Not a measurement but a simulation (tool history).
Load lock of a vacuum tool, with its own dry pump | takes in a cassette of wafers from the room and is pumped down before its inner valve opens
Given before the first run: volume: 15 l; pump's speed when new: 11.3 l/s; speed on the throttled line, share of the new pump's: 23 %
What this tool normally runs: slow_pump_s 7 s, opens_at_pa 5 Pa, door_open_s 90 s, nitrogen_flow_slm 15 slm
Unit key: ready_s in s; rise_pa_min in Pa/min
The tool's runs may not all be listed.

| run | day | slow_pump_s | opens_at_pa | door_open_s | nitrogen_flow_slm | incoming humidity of the room's air, % | ready_s | rise_pa_min |
|---|---|---|---|---|---|---|---|---|
| 1 | 0.000 | 7 | 5 | 90 | 15 | 47.3 | 20.3 | 0.092 |
| 2 | 12.458 | 7 | 5 | 90 | 15 | 44.7 | 20.5 | 0.097 |
| 3 | 18.821 | 7 | 5 | 90 | 15 | 41.3 | 19.5 | 0.094 |
| 4 | 25.246 | 7 | 5 | 90 | 15 | 41.3 | 20.0 | 0.098 |
| 5 | 32.500 | 7 | 5 | 192 | 15 | 46.4 | 19.9 | 0.145 |
| 6 | 45.038 | 7 | 5 | 192 | 15 | 43.9 | 20.1 | 0.156 |
| 7 | 53.912 | 7 | 9 | 90 | 15 | 46.7 | 19.1 | 0.138 |
| 8 | 64.938 | 7 | 5 | 90 | 15 | 41.3 | 20.2 | 0.142 |
| 9 | 71.333 | 7 | 5 | 90 | 15 | 42.3 | 19.7 | 0.154 |
| 10 | 80.792 | 7 | 5 | 90 | 15 | 43.5 | 20.1 | 0.161 |
| 11 | 88.712 | 7 | 5 | 29 | 15 | 47.9 | 20.5 | 0.152 |
| 12 | 94.779 | 7 | 5 | 90 | 15 | 44.2 | 20.8 | 0.185 |
| 13 | 102.896 | 7 | 5 | 90 | 15 | 43.0 | 20.9 | 0.200 |
| 14 | 113.950 | 7 | 5 | 216 | 15 | 46.8 | 20.7 | 0.260 |
| 15 | 119.108 | 7 | 5 | 90 | 6 | 46.4 | 19.7 | 0.246 |
| 16 | 125.275 | 7 | 5 | 90 | 6 | 48.9 | 20.1 | 0.258 |
| 17 | 134.879 | 7 | 5 | 90 | 44 | 42.6 | 20.6 | 0.221 |
| 18 | 146.629 | 7 | 5 | 90 | 27 | 47.4 | 20.3 | 0.258 |
| 19 | 155.575 | 7 | 5 | 90 | 27 | 44.9 | 20.8 | 0.268 |
| 20 | 160.854 | 9 | 8 | 214 | 32 | 44.8 | 21.5 | 0.306 |
|  | 162.900 | door's seal changed, seat wiped |
| 21 | 167.296 | 9 | 8 | 214 | 32 | 45.5 | 21.3 | 0.087 |
| 22 | 175.838 | 7 | 7 | 90 | 30 | 45.3 | 19.8 | 0.069 |
| 23 | 182.042 | 7 | 7 | 90 | 30 | 48.2 | 20.0 | 0.074 |
| 24 | 190.617 | 7 | 7 | 90 | 30 | 45.6 | 19.2 | 0.079 |
| 25 | 201.546 | 7 | 5 | 90 | 11 | 45.6 | 20.7 | 0.114 |
| 26 | 206.658 | 7 | 5 | 83 | 15 | 43.0 | 20.3 | 0.099 |
| 27 | 216.688 | 13 | 9 | 30 | 22 | 45.6 | 23.8 | 0.075 |
| 28 | 225.296 | 4 | 5 | 90 | 15 | 44.7 | 18.9 | 0.124 |

Here are 4 independent what-if runs from the current tool condition. What would each one return?
| A | 236.733 | 7 | 5 | 35 | 22 | 47.0 | ? | ? |
| B | 236.733 | 4 | 4 | 90 | 12 | 46.1 | ? | ? |
| C | 236.733 | 4 | 9 | 157 | 24 | 42.4 | ? | ? |
| D | 236.733 | 4 | 7 | 90 | 30 | 43.9 | ? | ? |

| run | ready_s | rise_pa_min |
|---|---|---|
| A | 21.1 | 0.106 |
| B | 19.6 | 0.138 |
| C | 17.5 | 0.137 |
| D | 18.3 | 0.115 |
Without the tool's hidden state the same runs would have given:
| run | ready_s | rise_pa_min |
|---|---|---|
| A | 19.0 | 0.049 |
| B | 17.3 | 0.083 |
| C | 15.5 | 0.080 |
| D | 16.2 | 0.060 |

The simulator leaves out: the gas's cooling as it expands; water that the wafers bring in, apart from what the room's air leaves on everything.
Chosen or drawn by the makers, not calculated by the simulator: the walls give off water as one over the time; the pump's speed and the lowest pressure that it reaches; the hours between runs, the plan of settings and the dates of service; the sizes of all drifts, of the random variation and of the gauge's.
